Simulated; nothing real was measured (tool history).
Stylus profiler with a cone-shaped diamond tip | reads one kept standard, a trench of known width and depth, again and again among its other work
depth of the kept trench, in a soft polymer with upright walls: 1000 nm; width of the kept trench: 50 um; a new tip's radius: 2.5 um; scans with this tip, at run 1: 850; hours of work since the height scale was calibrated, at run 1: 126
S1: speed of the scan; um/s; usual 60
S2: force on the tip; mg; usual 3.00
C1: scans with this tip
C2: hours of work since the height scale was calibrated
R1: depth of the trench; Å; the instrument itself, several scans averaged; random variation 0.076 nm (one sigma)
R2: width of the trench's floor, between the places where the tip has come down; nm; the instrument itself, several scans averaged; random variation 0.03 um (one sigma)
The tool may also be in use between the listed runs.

Run 1, hour 0.0: usual settings; C1 850; C2 126. Result: R1 10112.0 Å, R2 45790 nm.
Run 2, hour 35.9: usual settings but S1 81 um/s; C1 985; C2 146. Result: R1 10113.3 Å, R2 45720 nm.
Run 3, hour 71.3: usual settings but S1 26 um/s; C1 1117; C2 166. Result: R1 10113.4 Å, R2 45860 nm.
Run 4, hour 94.3: usual settings; C1 1204; C2 179. Result: R1 10113.9 Å, R2 45730 nm.
Run 5, hour 137.7: usual settings; C1 1367; C2 203. Result: R1 10113.5 Å, R2 45700 nm.
Run 6, hour 167.4: usual settings; C1 1478; C2 220. Result: R1 10113.4 Å, R2 45760 nm.
Run 7, hour 211.6: usual settings but S2 5.46 mg; C1 1644; C2 244. Result: R1 10170.0 Å, R2 45740 nm.
Run 8, hour 233.2: usual settings but S1 15 um/s; C1 1725; C2 256. Result: R1 10114.1 Å, R2 45860 nm.
Run 9, hour 258.7: usual settings but S1 15 um/s; C1 1821; C2 270. Result: R1 10114.0 Å, R2 45850 nm.
Run 10, hour 280.0: usual settings; C1 1901; C2 282. Result: R1 10113.2 Å, R2 45680 nm.
Run 11, hour 299.6: usual settings; C1 1974; C2 293. Result: R1 10114.2 Å, R2 45700 nm.
Run 12, hour 323.3: usual settings but S2 8.76 mg; C1 2063; C2 306. Result: R1 10232.2 Å, R2 45750 nm.
Run 13, hour 342.0: usual settings but S2 8.76 mg; C1 2133; C2 317. Result: R1 10232.0 Å, R2 45770 nm.
Run 14, hour 370.9: usual settings; C1 2242; C2 333. Result: R1 10115.5 Å, R2 45650 nm.
Run 15, hour 404.2: usual settings; C1 2367; C2 352. Result: R1 10114.5 Å, R2 45680 nm.
Run 16, hour 424.5: usual settings but S1 57 um/s; C1 2443; C2 363. Result: R1 10116.3 Å, R2 45610 nm.
Run 17, hour 447.2: usual settings but S1 57 um/s; C1 2528; C2 376. Result: R1 10116.2 Å, R2 45610 nm.
Run 18, hour 489.6: usual settings but S1 57 um/s; C1 2687; C2 399. Result: R1 10116.9 Å, R2 45640 nm.
Run 19, hour 513.5: usual settings but S1 57 um/s; C1 2777; C2 413. Result: R1 10114.2 Å, R2 45680 nm.
Run 20, hour 546.3: usual settings but S1 57 um/s; C1 2900; C2 431. Result: R1 10116.5 Å, R2 45570 nm.
Run 21, hour 589.9: usual settings but S1 57 um/s; C1 3064; C2 455. Result: R1 10116.8 Å, R2 45620 nm.
Run 22, hour 610.7: usual settings but S1 57 um/s; C1 3142; C2 467. Result: R1 10117.5 Å, R2 45650 nm.
Run 23, hour 650.2: usual settings but S1 42 um/s; C1 3290; C2 489. Result: R1 10118.7 Å, R2 45700 nm.
Run 24, hour 680.5: usual settings but S1 18 um/s, S2 1.20 mg; C1 3403; C2 506. Result: R1 10066.6 Å, R2 45730 nm.
Run 25, hour 706.5: usual settings but S1 221 um/s, S2 7.28 mg; C1 3501; C2 520. Result: R1 10208.2 Å, R2 45210 nm.
Run 26, hour 747.3: usual settings but S1 221 um/s, S2 7.28 mg; C1 3654; C2 543. Result: R1 10210.8 Å, R2 45160 nm.
Run 27, hour 769.1: usual settings but S1 42 um/s, S2 1.85 mg; C1 3736; C2 555. Result: R1 10087.8 Å, R2 45600 nm.
Run 28, hour 788.1: usual settings but S1 42 um/s, S2 1.85 mg; C1 3807; C2 566. Result: R1 10087.4 Å, R2 45570 nm.
Run 29, hour 815.7: usual settings but S1 42 um/s, S2 1.85 mg; C1 3911; C2 581. Result: R1 10085.8 Å, R2 45500 nm.
Run 30, hour 854.8: usual settings but S1 27 um/s, S2 3.87 mg; C1 4058; C2 603. Result: R1 10140.5 Å, R2 45640 nm.
Run 31, hour 894.5: usual settings but S1 30 um/s, S2 2.03 mg; C1 4207; C2 625. Result: R1 10092.2 Å, R2 45650 nm.
Run 32, hour 937.7: usual settings but S1 99 um/s, S2 3.24 mg; C1 4369; C2 649. Result: R1 10124.5 Å, R2 45340 nm.
Run 33, hour 979.1: usual settings but S1 160 um/s, S2 1.86 mg; C1 4524; C2 672. Result: R1 10086.7 Å, R2 44850 nm.
Run 34, hour 1011.9: usual settings but S1 160 um/s, S2 1.86 mg; C1 4647; C2 690. Result: R1 10089.0 Å, R2 44890 nm.
Run 35, hour 1047.7: usual settings but S2 6.70 mg; C1 4782; C2 710. Result: R1 10199.9 Å, R2 45540 nm.
Run 36, hour 1086.8: usual settings but S2 6.70 mg; C1 4928; C2 732. Result: R1 10200.2 Å, R2 45550 nm.
Run 37, hour 1121.2: usual settings but S1 17 um/s; C1 5058; C2 751. Result: R1 10120.1 Å, R2 45670 nm.
Run 38, hour 1157.2: usual settings but S1 32 um/s, S2 1.79 mg; C1 5193; C2 771. Result: R1 10088.2 Å, R2 45470 nm.
Run 39, hour 1201.1: usual settings but S1 32 um/s, S2 1.79 mg; C1 5357; C2 796. Result: R1 10088.0 Å, R2 45500 nm.
Run 40, hour 1228.3: usual settings but S1 38 um/s, S2 1.74 mg; C1 5459; C2 811. Result: R1 10088.1 Å, R2 45460 nm.
Run 41, hour 1263.5: usual settings but S1 41 um/s, S2 6.72 mg; C1 5591; C2 831. Result: R1 10202.1 Å, R2 45560 nm.
Run 42, hour 1293.7: usual settings but S1 41 um/s, S2 6.72 mg; C1 5705; C2 847. Result: R1 10201.6 Å, R2 45580 nm.

5 ways to go on from here, each from the tool as it stands after run 42. What would each give?
Run A, hour 1335.2: usual settings but S1 163 um/s, S2 2.08 mg; C1 5860; C2 871. Result: R1 ?, R2 ?.
Run B, hour 1335.2: usual settings but S1 22 um/s, S2 1.54 mg; C1 5860; C2 871. Result: R1 ?, R2 ?.
Run C, hour 1335.2: usual settings but S1 127 um/s; C1 5860; C2 871. Result: R1 ?, R2 ?.
Run D, hour 1335.2: usual settings but S2 2.67 mg; C1 5860; C2 871. Result: R1 ?, R2 ?.
Run E, hour 1335.2: usual settings but S1 43 um/s, S2 4.10 mg; C1 5860; C2 871. Result: R1 ?, R2 ?.

run       R1     R2
  A  10097.9  44820
  B  10081.9  45530
  C  10121.8  45070
  D  10112.9  45360
  E  10148.8  45480
Without the tool's hidden state the same runs would have given:
run       R1     R2
  A  10087.8  45170
  B  10071.8  45880
  C  10111.7  45420
  D  10102.7  45710
  E  10138.7  45830

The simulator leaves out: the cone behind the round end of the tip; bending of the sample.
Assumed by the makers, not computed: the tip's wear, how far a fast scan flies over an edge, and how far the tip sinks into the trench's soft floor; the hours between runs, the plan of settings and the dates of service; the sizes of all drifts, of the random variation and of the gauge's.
